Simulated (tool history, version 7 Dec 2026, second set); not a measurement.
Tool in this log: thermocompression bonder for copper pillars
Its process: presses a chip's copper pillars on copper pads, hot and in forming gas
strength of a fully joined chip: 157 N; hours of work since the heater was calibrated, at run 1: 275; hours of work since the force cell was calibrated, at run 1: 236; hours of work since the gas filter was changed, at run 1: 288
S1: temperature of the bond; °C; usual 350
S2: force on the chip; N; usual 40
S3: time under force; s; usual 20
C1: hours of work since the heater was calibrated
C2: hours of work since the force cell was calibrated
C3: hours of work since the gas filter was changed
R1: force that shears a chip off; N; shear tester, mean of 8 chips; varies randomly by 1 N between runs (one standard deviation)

Run 1, day 0.000: usual settings; C1 275; C2 236; C3 288. Result: R1 83.1 N.
Run 2, day 0.304: usual settings but S2 24 N; C1 279; C2 240; C3 292. Result: R1 57.8 N.
Run 3, day 0.996: usual settings; C1 289; C2 250; C3 302. Result: R1 82.9 N.
Run 4, day 1.500: usual settings; C1 296; C2 257; C3 309. Result: R1 83.3 N.
Run 5, day 1.862: usual settings; C1 302; C2 262; C3 314. Result: R1 82.1 N.
Run 6, day 2.450: usual settings; C1 310; C2 271; C3 322. Result: R1 83.1 N.
Run 7, day 2.967: usual settings but S3 57 s; C1 317; C2 278; C3 330. Result: R1 107.9 N.
Run 8, day 3.271: usual settings but S3 57 s; C1 322; C2 282; C3 334. Result: R1 109.0 N.
Run 9, day 3.729: usual settings but S3 57 s; C1 328; C2 289; C3 341. Result: R1 108.2 N.
Run 10, day 4.392: usual settings but S1 323 °C, S3 57 s; C1 337; C2 298; C3 350. Result: R1 94.5 N.
Run 11, day 5.050: usual settings but S1 323 °C, S3 57 s; C1 347; C2 307; C3 359. Result: R1 96.6 N.
Run 12, day 5.662: usual settings but S1 323 °C, S3 57 s; C1 355; C2 316; C3 368. Result: R1 96.4 N.
Run 13, day 6.058: usual settings but S1 323 °C, S3 57 s; C1 361; C2 322; C3 374. Result: R1 97.0 N.
Run 14, day 6.588: usual settings but S1 332 °C, S3 15 s; C1 369; C2 329; C3 381. Result: R1 66.4 N.
Run 15, day 7.225: usual settings but S1 332 °C, S3 15 s; C1 378; C2 338; C3 390. Result: R1 64.4 N.
Run 16, day 7.612: usual settings but S1 328 °C, S3 33 s; C1 383; C2 344; C3 396. Result: R1 82.4 N.
Run 17, day 7.942: usual settings but S3 29 s; C1 388; C2 348; C3 400. Result: R1 89.7 N.
At day 8.388: forming gas filter changed.
Run 18, day 8.642: usual settings but S1 334 °C, S2 58 N, S3 29 s; C1 397; C2 358; C3 4. Result: R1 116.0 N.
Run 19, day 9.038: usual settings but S1 342 °C, S2 29 N, S3 29 s; C1 403; C2 364; C3 9. Result: R1 78.4 N.
Run 20, day 9.479: usual settings but S1 342 °C, S2 29 N, S3 29 s; C1 409; C2 370; C3 15. Result: R1 76.4 N.
Run 21, day 10.058: usual settings but S1 333 °C; C1 418; C2 378; C3 24. Result: R1 81.2 N.
Run 22, day 10.567: usual settings but S1 379 °C, S2 41 N, S3 37 s; C1 425; C2 385; C3 31. Result: R1 121.9 N.
Run 23, day 11.017: usual settings but S1 368 °C, S2 34 N, S3 37 s; C1 431; C2 392; C3 37. Result: R1 106.6 N.
Run 24, day 11.429: usual settings but S1 330 °C, S2 55 N, S3 18 s; C1 437; C2 398; C3 43. Result: R1 96.0 N.
Run 25, day 11.742: usual settings but S1 372 °C, S3 33 s; C1 441; C2 402; C3 48. Result: R1 114.6 N.
Run 26, day 12.046: usual settings but S3 23 s; C1 446; C2 406; C3 52. Result: R1 92.6 N.

3 options for the next run, each taken on its own from the tool as it stands now. Forecast them:
Run A, day 12.538: usual settings but S1 360 °C; C1 453; C2 413; C3 59. Result: R1 ?.
Run B, day 12.538: usual settings but S1 376 °C; C1 453; C2 413; C3 59. Result: R1 ?.
Run C, day 12.538: usual settings but S1 329 °C; C1 453; C2 413; C3 59. Result: R1 ?.

run     R1
  A   94.3
  B  102.0
  C   79.5
The same runs, with their run-to-run variation unchanged, on a tool lacking any hidden condition would have given:
run     R1
  A   94.9
  B  102.8
  C   79.6
